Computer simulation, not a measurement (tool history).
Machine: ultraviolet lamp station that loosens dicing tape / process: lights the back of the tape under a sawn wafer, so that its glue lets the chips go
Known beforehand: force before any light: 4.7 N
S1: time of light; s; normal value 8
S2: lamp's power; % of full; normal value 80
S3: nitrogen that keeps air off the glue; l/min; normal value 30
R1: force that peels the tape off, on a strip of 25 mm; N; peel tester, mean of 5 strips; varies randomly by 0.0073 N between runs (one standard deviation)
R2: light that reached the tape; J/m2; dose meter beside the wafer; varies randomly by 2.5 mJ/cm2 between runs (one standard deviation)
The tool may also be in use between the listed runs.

run 1 hour=0.0 | S1=8 S2=80 S3=30 | R1=0.400 R2=2320
run 2 hour=6.2 | S1=8 S2=80 S3=30 | R1=0.392 R2=2280
-- hour=15.7 window cleaned of glue's vapour
run 3 hour=16.3 | S1=8 S2=80 S3=30 | R1=0.318 R2=2650
run 4 hour=22.4 | S1=8 S2=75 S3=30 | R1=0.347 R2=2440
run 5 hour=26.4 | S1=8 S2=75 S3=30 | R1=0.343 R2=2480
run 6 hour=31.4 | S1=8 S2=75 S3=30 | R1=0.345 R2=2460
run 7 hour=40.8 | S1=8 S2=75 S3=30 | R1=0.358 R2=2460
run 8 hour=45.1 | S1=8 S2=75 S3=30 | R1=0.356 R2=2480
run 9 hour=51.3 | S1=10 S2=80 S3=30 | R1=0.230 R2=3270
run 10 hour=59.7 | S1=8 S2=80 S3=30 | R1=0.319 R2=2570
run 11 hour=69.0 | S1=8 S2=80 S3=30 | R1=0.320 R2=2600
run 12 hour=77.1 | S1=8 S2=80 S3=30 | R1=0.327 R2=2590
run 13 hour=81.9 | S1=8 S2=80 S3=30 | R1=0.331 R2=2530
run 14 hour=86.7 | S1=8 S2=80 S3=30 | R1=0.319 R2=2540
run 15 hour=92.5 | S1=8 S2=70 S3=30 | R1=0.406 R2=2240
run 16 hour=101.7 | S1=8 S2=80 S3=30 | R1=0.324 R2=2520
run 17 hour=106.3 | S1=8 S2=80 S3=30 | R1=0.341 R2=2580
run 18 hour=115.7 | S1=8 S2=80 S3=30 | R1=0.322 R2=2540
run 19 hour=124.5 | S1=5 S2=80 S3=30 | R1=0.758 R2=1590
run 20 hour=128.5 | S1=8 S2=80 S3=30 | R1=0.345 R2=2560
run 21 hour=133.9 | S1=8 S2=80 S3=30 | R1=0.339 R2=2530
run 22 hour=140.5 | S1=9 S2=79 S3=10 | R1=0.564 R2=2750
run 23 hour=146.5 | S1=7 S2=98 S3=38 | R1=0.261 R2=2650
run 24 hour=156.0 | S1=7 S2=86 S3=17 | R1=0.571 R2=2340
run 25 hour=165.4 | S1=10 S2=86 S3=55 | R1=0.181 R2=3320
run 26 hour=172.7 | S1=15 S2=66 S3=41 | R1=0.166 R2=3830
run 27 hour=180.7 | S1=15 S2=66 S3=41 | R1=0.161 R2=3770
run 28 hour=189.9 | S1=5 S2=60 S3=30 | R1=1.203 R2=1080
run 29 hour=195.8 | S1=10 S2=74 S3=19 | R1=0.358 R2=2810
run 30 hour=204.1 | S1=10 S2=74 S3=19 | R1=0.372 R2=2810
run 31 hour=209.9 | S1=10 S2=74 S3=39 | R1=0.244 R2=2790
run 32 hour=218.6 | S1=10 S2=63 S3=20 | R1=0.487 R2=2360
run 33 hour=227.8 | S1=4 S2=71 S3=42 | R1=1.195 R2=1050
run 34 hour=236.1 | S1=6 S2=99 S3=45 | R1=0.346 R2=2230
run 35 hour=241.1 | S1=6 S2=99 S3=45 | R1=0.341 R2=2190
run 36 hour=245.7 | S1=6 S2=66 S3=53 | R1=0.673 R2=1440
run 37 hour=251.6 | S1=6 S2=89 S3=53 | R1=0.392 R2=1960
run 38 hour=256.2 | S1=7 S2=76 S3=11 | R1=0.930 R2=1950
run 39 hour=261.7 | S1=7 S2=76 S3=11 | R1=0.941 R2=1950
run 40 hour=266.9 | S1=12 S2=70 S3=11 | R1=0.442 R2=3070
run 41 hour=276.3 | S1=14 S2=96 S3=30 | R1=0.158 R2=4950
run 42 hour=284.6 | S1=13 S2=96 S3=30 | R1=0.152 R2=4560

Forecast each of these 3 alternatives for the next run:
run A hour=290.4 | S1=11 S2=67 S3=31 | R1=? R2=?
run B hour=290.4 | S1=8 S2=70 S3=30 | R1=? R2=?
run C hour=290.4 | S1=4 S2=95 S3=9 | R1=? R2=?

run=A R1=0.306 R2=2680
run=B R1=0.483 R2=2020
run=C R1=1.650 R2=1430
Without the tool's unlogged condition, the same runs would have read:
run=A R1=0.218 R2=3330
run=B R1=0.323 R2=2520
run=C R1=1.295 R2=1770
